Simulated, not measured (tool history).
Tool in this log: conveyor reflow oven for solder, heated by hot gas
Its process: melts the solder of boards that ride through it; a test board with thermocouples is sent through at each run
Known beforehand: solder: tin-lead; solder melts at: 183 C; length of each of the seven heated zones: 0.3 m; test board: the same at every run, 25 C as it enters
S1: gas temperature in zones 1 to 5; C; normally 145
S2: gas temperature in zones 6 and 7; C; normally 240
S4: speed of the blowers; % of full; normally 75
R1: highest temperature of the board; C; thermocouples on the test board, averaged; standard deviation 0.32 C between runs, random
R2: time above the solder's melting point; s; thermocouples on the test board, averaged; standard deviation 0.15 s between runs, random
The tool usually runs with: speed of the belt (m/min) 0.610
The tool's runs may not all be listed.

{"run": 1, "hour": 0.0, "S1": 145, "S2": 240, "speed of the belt (m/min)": 0.61, "S4": 75, "R1": 226.8, "R2": 51.8}
{"run": 2, "hour": 64.8, "S1": 145, "S2": 240, "speed of the belt (m/min)": 0.61, "S4": 75, "R1": 226.8, "R2": 52.0}
{"run": 3, "hour": 95.8, "S1": 145, "S2": 240, "speed of the belt (m/min)": 0.61, "S4": 75, "R1": 226.9, "R2": 51.9}
{"run": 4, "hour": 160.5, "S1": 147, "S2": 240, "speed of the belt (m/min)": 0.61, "S4": 75, "R1": 226.6, "R2": 52.5}
{"run": 5, "hour": 193.3, "S1": 147, "S2": 240, "speed of the belt (m/min)": 0.61, "S4": 75, "R1": 226.4, "R2": 52.3}
{"run": 6, "hour": 227.0, "S1": 145, "S2": 240, "speed of the belt (m/min)": 0.61, "S4": 63, "R1": 223.4, "R2": 50.2}
{"hour": 254.2, "done": "flux residue cleaned out of gas plates and filters"}
{"run": 7, "hour": 263.5, "S1": 145, "S2": 240, "speed of the belt (m/min)": 0.61, "S4": 63, "R1": 227.2, "R2": 52.2}
{"run": 8, "hour": 307.8, "S1": 145, "S2": 240, "speed of the belt (m/min)": 0.61, "S4": 75, "R1": 230.2, "R2": 53.7}
{"run": 9, "hour": 363.3, "S1": 145, "S2": 240, "speed of the belt (m/min)": 0.61, "S4": 75, "R1": 230.3, "R2": 53.5}
{"run": 10, "hour": 417.7, "S1": 145, "S2": 240, "speed of the belt (m/min)": 0.607, "S4": 75, "R1": 230.5, "R2": 53.8}
{"run": 11, "hour": 473.6, "S1": 145, "S2": 246, "speed of the belt (m/min)": 0.61, "S4": 75, "R1": 235.2, "R2": 55.6}
{"run": 12, "hour": 507.2, "S1": 145, "S2": 240, "speed of the belt (m/min)": 0.646, "S4": 75, "R1": 228.6, "R2": 50.0}
{"run": 13, "hour": 553.5, "S1": 145, "S2": 240, "speed of the belt (m/min)": 0.646, "S4": 75, "R1": 227.6, "R2": 49.6}
{"run": 14, "hour": 600.1, "S1": 145, "S2": 240, "speed of the belt (m/min)": 0.646, "S4": 75, "R1": 227.1, "R2": 49.6}
{"run": 15, "hour": 659.4, "S1": 151, "S2": 240, "speed of the belt (m/min)": 0.61, "S4": 51, "R1": 223.2, "R2": 52.5}
{"run": 16, "hour": 699.9, "S1": 151, "S2": 240, "speed of the belt (m/min)": 0.61, "S4": 51, "R1": 223.1, "R2": 52.4}
{"run": 17, "hour": 752.5, "S1": 145, "S2": 243, "speed of the belt (m/min)": 0.692, "S4": 75, "R1": 227.4, "R2": 46.2}
{"run": 18, "hour": 812.2, "S1": 145, "S2": 243, "speed of the belt (m/min)": 0.692, "S4": 75, "R1": 227.3, "R2": 46.1}
{"run": 19, "hour": 840.2, "S1": 145, "S2": 234, "speed of the belt (m/min)": 0.61, "S4": 56, "R1": 218.4, "R2": 47.7}
{"run": 20, "hour": 889.5, "S1": 145, "S2": 234, "speed of the belt (m/min)": 0.61, "S4": 56, "R1": 218.1, "R2": 47.7}
{"run": 21, "hour": 926.8, "S1": 145, "S2": 234, "speed of the belt (m/min)": 0.61, "S4": 56, "R1": 218.8, "R2": 47.5}

Predict the results of run 22:
{"run": 22, "hour": 978.9, "S1": 145, "S2": 234, "speed of the belt (m/min)": 0.61, "S4": 56, "R1": "?", "R2": "?"}

R1: 218.2 C
R2: 47.4 s
Minus the tool's unlogged condition, the same run would have read R1 218.4 C, R2 46.7 s.

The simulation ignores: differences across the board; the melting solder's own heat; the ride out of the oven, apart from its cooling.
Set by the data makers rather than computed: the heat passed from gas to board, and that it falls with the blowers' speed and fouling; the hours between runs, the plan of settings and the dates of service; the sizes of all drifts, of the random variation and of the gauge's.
